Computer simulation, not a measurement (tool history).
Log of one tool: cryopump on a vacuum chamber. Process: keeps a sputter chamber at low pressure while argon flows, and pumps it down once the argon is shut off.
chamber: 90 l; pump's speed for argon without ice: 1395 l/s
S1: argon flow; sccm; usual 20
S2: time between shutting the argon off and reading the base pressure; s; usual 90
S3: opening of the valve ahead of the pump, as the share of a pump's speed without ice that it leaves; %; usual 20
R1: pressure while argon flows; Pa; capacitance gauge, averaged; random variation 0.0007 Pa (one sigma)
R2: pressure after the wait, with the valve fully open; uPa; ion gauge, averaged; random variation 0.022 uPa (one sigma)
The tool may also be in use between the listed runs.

run	day	S1	S2	S3	R1	R2
1	0.000	20	90	20	0.1217	2.46
2	2.104	20	90	20	0.1217	2.62
3	4.950	20	90	20	0.1224	2.62
4	8.700	20	90	20	0.1221	2.82
5	13.612	20	90	40	0.0623	3.09
6	16.171	20	90	40	0.0630	3.07
7	18.546	20	90	54	0.0484	3.18
8	23.046	20	68	54	0.0480	3.54
9	26.025	26	68	54	0.0623	3.64
10	28.692	26	140	54	0.0621	3.48
# day 32.104: leaking fittings of the chamber tightened, without venting
11	32.942	26	140	54	0.0626	0.64
12	37.483	26	140	54	0.0626	0.77
13	40.408	26	140	54	0.0635	0.89
14	42.783	20	83	20	0.1251	1.16
15	46.788	17	291	18	0.1191	0.95
# day 47.896: pump warmed up, emptied and cooled again
16	50.175	17	291	18	0.1151	0.90
17	54.571	17	291	18	0.1151	1.06
18	57.800	14	209	58	0.0303	1.28
19	60.179	9	215	44	0.0246	1.29
20	64.300	8	34	33	0.0302	2.42
21	69.021	14	194	21	0.0824	1.68
22	71.858	25	194	21	0.1461	1.65
23	76.717	37	90	17	0.2703	2.14

4 ways to go on from here, each from the tool as it stands after run 23. What would each give?
A	81.179	9	185	24	?	?
B	81.179	14	126	20	?	?
C	81.179	23	38	17	?	?
D	81.179	26	292	38	?	?

run	R1	R2
A	0.0468	2.07
B	0.0874	2.18
C	0.1669	2.90
D	0.0866	1.98
Without the tool's hidden state the same runs would have given:
run	R1	R2
A	0.0454	0.41
B	0.0852	0.53
C	0.1634	1.25
D	0.0827	0.33

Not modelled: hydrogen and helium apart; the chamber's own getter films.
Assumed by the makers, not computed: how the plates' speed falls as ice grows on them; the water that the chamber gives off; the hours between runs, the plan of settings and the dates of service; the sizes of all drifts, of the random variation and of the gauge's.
